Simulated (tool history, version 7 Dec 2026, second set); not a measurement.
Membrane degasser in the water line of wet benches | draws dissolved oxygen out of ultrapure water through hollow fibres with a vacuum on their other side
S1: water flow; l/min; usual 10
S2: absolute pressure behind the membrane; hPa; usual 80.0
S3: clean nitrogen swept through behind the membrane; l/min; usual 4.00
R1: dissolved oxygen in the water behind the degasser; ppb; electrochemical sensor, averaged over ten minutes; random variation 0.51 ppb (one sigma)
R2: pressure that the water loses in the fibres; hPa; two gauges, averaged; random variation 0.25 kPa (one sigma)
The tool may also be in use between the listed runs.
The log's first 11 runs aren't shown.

run	hour	S1	S2	S3	R1	R2
12	1158.0	10	80.0	4.00	45.0	670.3
13	1288.1	10	80.0	4.00	44.6	671.5
14	1410.0	10	80.0	4.00	44.5	672.7
15	1541.7	10	80.0	4.00	45.9	669.1
16	1626.7	10	80.0	4.00	45.2	671.2
17	1692.5	15	182.9	3.54	205.3	1007.6
18	1760.3	10	80.6	9.58	27.0	674.0
19	1829.8	10	71.7	9.58	25.3	673.1
20	1891.5	10	71.7	9.58	25.8	675.3
21	2026.0	6	132.7	1.92	81.9	405.0
22	2088.1	6	132.7	1.92	84.0	403.1
23	2166.6	6	132.7	1.92	83.9	402.9
24	2301.8	7	115.3	4.48	38.0	471.8
25	2430.3	14	115.3	4.48	107.5	945.0
26	2501.1	9	60.6	4.48	25.3	605.8
27	2614.4	9	60.6	4.48	26.1	608.6
28	2709.5	9	60.6	4.48	25.8	609.4
29	2837.2	10	162.6	3.37	114.3	679.9
30	2937.6	10	174.5	2.31	168.6	674.1
31	3088.8	10	175.9	3.93	110.4	675.5
32	3206.8	14	194.3	5.23	155.6	940.6

3 ways to go on from here, each from the tool as it stands after run 32. What would each give?
A	3339.5	7	104.6	2.07	?	?
B	3339.5	7	198.8	2.88	?	?
C	3339.5	10	48.2	1.77	?	?

run	R1	R2
A	68.4	475.3
B	112.5	472.6
C	39.8	674.3
Without the tool's hidden state the same runs would have given:
run	R1	R2
A	62.4	456.8
B	103.8	454.0
C	34.0	647.8
